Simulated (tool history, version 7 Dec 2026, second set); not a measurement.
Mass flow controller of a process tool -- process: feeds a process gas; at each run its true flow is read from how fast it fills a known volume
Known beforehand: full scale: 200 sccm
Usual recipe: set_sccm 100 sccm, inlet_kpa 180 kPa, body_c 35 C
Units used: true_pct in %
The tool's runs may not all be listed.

{"run": 1, "hour": 0.0, "set_sccm": 100, "inlet_kpa": 180, "body_c": 35, "true_pct": 99.92}
{"run": 2, "hour": 328.8, "set_sccm": 100, "inlet_kpa": 180, "body_c": 35, "true_pct": 99.76}
{"run": 3, "hour": 475.2, "set_sccm": 100, "inlet_kpa": 180, "body_c": 35, "true_pct": 99.64}
{"run": 4, "hour": 683.5, "set_sccm": 100, "inlet_kpa": 180, "body_c": 36, "true_pct": 99.7}
{"run": 5, "hour": 935.9, "set_sccm": 100, "inlet_kpa": 180, "body_c": 36, "true_pct": 99.69}
{"run": 6, "hour": 1201.8, "set_sccm": 100, "inlet_kpa": 180, "body_c": 36, "true_pct": 99.48}
{"run": 7, "hour": 1366.6, "set_sccm": 100, "inlet_kpa": 180, "body_c": 36, "true_pct": 99.23}
{"run": 8, "hour": 1644.4, "set_sccm": 100, "inlet_kpa": 255, "body_c": 36, "true_pct": 99.38}
{"run": 9, "hour": 1789.8, "set_sccm": 100, "inlet_kpa": 180, "body_c": 27, "true_pct": 98.09}
{"run": 10, "hour": 2050.4, "set_sccm": 100, "inlet_kpa": 180, "body_c": 27, "true_pct": 97.81}
{"run": 11, "hour": 2268.0, "set_sccm": 100, "inlet_kpa": 180, "body_c": 27, "true_pct": 97.94}
{"run": 12, "hour": 2440.7, "set_sccm": 100, "inlet_kpa": 180, "body_c": 27, "true_pct": 97.74}
{"run": 13, "hour": 2602.7, "set_sccm": 100, "inlet_kpa": 180, "body_c": 27, "true_pct": 97.69}
{"run": 14, "hour": 2823.6, "set_sccm": 100, "inlet_kpa": 180, "body_c": 30, "true_pct": 97.81}
{"run": 15, "hour": 2986.7, "set_sccm": 100, "inlet_kpa": 180, "body_c": 30, "true_pct": 97.7}
{"run": 16, "hour": 3245.3, "set_sccm": 100, "inlet_kpa": 180, "body_c": 21, "true_pct": 96.67}
{"run": 17, "hour": 3390.2, "set_sccm": 100, "inlet_kpa": 180, "body_c": 21, "true_pct": 96.45}
{"run": 18, "hour": 3575.9, "set_sccm": 100, "inlet_kpa": 180, "body_c": 35, "true_pct": 97.9}
{"run": 19, "hour": 3788.3, "set_sccm": 100, "inlet_kpa": 216, "body_c": 35, "true_pct": 97.81}
{"run": 20, "hour": 3948.2, "set_sccm": 109, "inlet_kpa": 180, "body_c": 35, "true_pct": 97.96}
{"run": 21, "hour": 4214.8, "set_sccm": 109, "inlet_kpa": 180, "body_c": 35, "true_pct": 97.84}
{"run": 22, "hour": 4487.1, "set_sccm": 158, "inlet_kpa": 180, "body_c": 35, "true_pct": 98.26}
{"run": 23, "hour": 4704.1, "set_sccm": 158, "inlet_kpa": 180, "body_c": 35, "true_pct": 98.01}
{"run": 24, "hour": 4977.1, "set_sccm": 158, "inlet_kpa": 180, "body_c": 35, "true_pct": 97.85}
{"hour": 5161.8, "done": "gauge calibrated"}
{"run": 25, "hour": 5222.4, "set_sccm": 122, "inlet_kpa": 255, "body_c": 35, "true_pct": 100.35}
{"run": 26, "hour": 5407.1, "set_sccm": 170, "inlet_kpa": 255, "body_c": 21, "true_pct": 99.17}
{"run": 27, "hour": 5548.2, "set_sccm": 170, "inlet_kpa": 255, "body_c": 21, "true_pct": 99.07}
{"run": 28, "hour": 5686.4, "set_sccm": 170, "inlet_kpa": 255, "body_c": 21, "true_pct": 99.0}
{"run": 29, "hour": 5885.2, "set_sccm": 33, "inlet_kpa": 199, "body_c": 26, "true_pct": 97.73}
{"run": 30, "hour": 6048.9, "set_sccm": 100, "inlet_kpa": 180, "body_c": 20, "true_pct": 97.82}
{"run": 31, "hour": 6226.8, "set_sccm": 40, "inlet_kpa": 221, "body_c": 33, "true_pct": 98.64}
{"run": 32, "hour": 6526.1, "set_sccm": 40, "inlet_kpa": 221, "body_c": 33, "true_pct": 98.38}
{"run": 33, "hour": 6720.2, "set_sccm": 40, "inlet_kpa": 221, "body_c": 33, "true_pct": 98.33}
{"run": 34, "hour": 6946.0, "set_sccm": 49, "inlet_kpa": 229, "body_c": 35, "true_pct": 98.52}
{"run": 35, "hour": 7219.0, "set_sccm": 100, "inlet_kpa": 205, "body_c": 31, "true_pct": 98.34}
{"run": 36, "hour": 7364.9, "set_sccm": 95, "inlet_kpa": 251, "body_c": 24, "true_pct": 97.73}
{"run": 37, "hour": 7570.6, "set_sccm": 95, "inlet_kpa": 251, "body_c": 24, "true_pct": 97.58}
{"run": 38, "hour": 7745.5, "set_sccm": 95, "inlet_kpa": 251, "body_c": 24, "true_pct": 97.34}
{"hour": 8030.1, "done": "controller's zero set anew"}
{"run": 39, "hour": 8035.1, "set_sccm": 38, "inlet_kpa": 246, "body_c": 35, "true_pct": 97.77}
{"run": 40, "hour": 8193.2, "set_sccm": 101, "inlet_kpa": 180, "body_c": 26, "true_pct": 97.24}
{"run": 41, "hour": 8445.5, "set_sccm": 159, "inlet_kpa": 158, "body_c": 28, "true_pct": 97.99}
{"run": 42, "hour": 8663.5, "set_sccm": 159, "inlet_kpa": 158, "body_c": 28, "true_pct": 97.87}
{"run": 43, "hour": 8981.7, "set_sccm": 129, "inlet_kpa": 161, "body_c": 28, "true_pct": 97.29}
{"run": 44, "hour": 9258.5, "set_sccm": 129, "inlet_kpa": 161, "body_c": 28, "true_pct": 97.14}
{"run": 45, "hour": 9459.9, "set_sccm": 129, "inlet_kpa": 161, "body_c": 22, "true_pct": 96.5}
{"run": 46, "hour": 9697.1, "set_sccm": 31, "inlet_kpa": 156, "body_c": 30, "true_pct": 96.17}
{"run": 47, "hour": 9973.5, "set_sccm": 68, "inlet_kpa": 156, "body_c": 28, "true_pct": 96.17}

Below are 3 alternative next runs, each starting from the tool's condition after run 47. Predict each:
{"run": "A", "hour": 10221.2, "set_sccm": 100, "inlet_kpa": 180, "body_c": 32, "true_pct": "?"}
{"run": "B", "hour": 10221.2, "set_sccm": 171, "inlet_kpa": 252, "body_c": 31, "true_pct": "?"}
{"run": "C", "hour": 10221.2, "set_sccm": 100, "inlet_kpa": 180, "body_c": 29, "true_pct": "?"}

run=A true_pct=96.90
run=B true_pct=97.74
run=C true_pct=96.53
The same runs, with their run-to-run variation unchanged, on a tool lacking any hidden condition would have given:
run=A true_pct=99.62
run=B true_pct=100.49
run=C true_pct=99.24

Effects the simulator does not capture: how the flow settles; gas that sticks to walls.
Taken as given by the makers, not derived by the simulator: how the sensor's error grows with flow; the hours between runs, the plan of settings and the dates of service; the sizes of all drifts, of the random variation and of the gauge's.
